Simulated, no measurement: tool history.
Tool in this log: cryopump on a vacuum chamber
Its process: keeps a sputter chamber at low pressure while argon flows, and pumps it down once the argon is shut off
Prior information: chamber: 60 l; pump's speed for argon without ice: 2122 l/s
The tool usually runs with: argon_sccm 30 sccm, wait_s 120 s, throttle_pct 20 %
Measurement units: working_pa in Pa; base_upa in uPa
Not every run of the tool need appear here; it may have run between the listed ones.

Run 1, hour 0.0: usual settings. Result: working_pa 0.1234 Pa, base_upa 1.03 uPa.
Run 2, hour 45.4: usual settings. Result: working_pa 0.1234 Pa, base_upa 1.02 uPa.
Run 3, hour 89.2: usual settings. Result: working_pa 0.1245 Pa, base_upa 1.08 uPa.
Run 4, hour 114.6: usual settings. Result: working_pa 0.1245 Pa, base_upa 1.07 uPa.
Run 5, hour 134.5: usual settings. Result: working_pa 0.1248 Pa, base_upa 1.05 uPa.
Run 6, hour 164.0: usual settings. Result: working_pa 0.1249 Pa, base_upa 1.09 uPa.
Run 7, hour 190.9: usual settings. Result: working_pa 0.1256 Pa, base_upa 1.07 uPa.
Run 8, hour 227.2: usual settings. Result: working_pa 0.1249 Pa, base_upa 1.12 uPa.
Run 9, hour 267.3: usual settings but throttle_pct 54 %. Result: working_pa 0.0509 Pa, base_upa 1.11 uPa.
Run 10, hour 299.1: usual settings but throttle_pct 54 %. Result: working_pa 0.0514 Pa, base_upa 1.11 uPa.
Run 11, hour 328.4: usual settings but throttle_pct 31 %. Result: working_pa 0.0851 Pa, base_upa 1.15 uPa.
Run 12, hour 369.6: usual settings but argon_sccm 22 sccm, wait_s 39 s, throttle_pct 31 %. Result: working_pa 0.0631 Pa, base_upa 2.19 uPa.
At hour 397.5: pump warmed up, emptied and cooled again.
Run 13, hour 404.5: usual settings but argon_sccm 14 sccm, wait_s 39 s, throttle_pct 31 %. Result: working_pa 0.0366 Pa, base_upa 2.07 uPa.
Run 14, hour 429.4: usual settings but argon_sccm 14 sccm, wait_s 39 s, throttle_pct 31 %. Result: working_pa 0.0367 Pa, base_upa 2.15 uPa.
Run 15, hour 457.8: usual settings but wait_s 32 s, throttle_pct 42 %. Result: working_pa 0.0575 Pa, base_upa 2.39 uPa.
Run 16, hour 496.7: usual settings but argon_sccm 22 sccm, wait_s 37 s, throttle_pct 42 %. Result: working_pa 0.0428 Pa, base_upa 2.19 uPa.
Run 17, hour 538.0: usual settings but argon_sccm 22 sccm, wait_s 37 s, throttle_pct 42 %. Result: working_pa 0.0422 Pa, base_upa 2.23 uPa.
Run 18, hour 574.0: usual settings but argon_sccm 22 sccm, wait_s 37 s, throttle_pct 42 %. Result: working_pa 0.0434 Pa, base_upa 2.20 uPa.
Run 19, hour 605.5: usual settings but wait_s 143 s, throttle_pct 28 %. Result: working_pa 0.0875 Pa, base_upa 1.01 uPa.
Run 20, hour 641.9: usual settings but wait_s 143 s, throttle_pct 28 %. Result: working_pa 0.0885 Pa, base_upa 1.05 uPa.
Run 21, hour 673.7: usual settings but argon_sccm 23 sccm, wait_s 276 s, throttle_pct 23 %. Result: working_pa 0.0832 Pa, base_upa 0.82 uPa.
Run 22, hour 716.7: usual settings but argon_sccm 19 sccm, throttle_pct 35 %. Result: working_pa 0.0450 Pa, base_upa 1.10 uPa.

Here are 3 independent what-if runs from the current tool condition. What would each one return?
Run A, hour 755.5: usual settings but argon_sccm 19 sccm, throttle_pct 19 %. Result: working_pa ?, base_upa ?.
Run B, hour 755.5: usual settings but argon_sccm 37 sccm. Result: working_pa ?, base_upa ?.
Run C, hour 755.5: usual settings but argon_sccm 39 sccm. Result: working_pa ?, base_upa ?.

run  working_pa  base_upa
  A      0.0825      1.13
  B      0.1524      1.14
  C      0.1617      1.16
Without the tool's unlogged condition, the same runs would have read:
run  working_pa  base_upa
  A      0.0799      0.66
  B      0.1473      0.65
  C      0.1563      0.67

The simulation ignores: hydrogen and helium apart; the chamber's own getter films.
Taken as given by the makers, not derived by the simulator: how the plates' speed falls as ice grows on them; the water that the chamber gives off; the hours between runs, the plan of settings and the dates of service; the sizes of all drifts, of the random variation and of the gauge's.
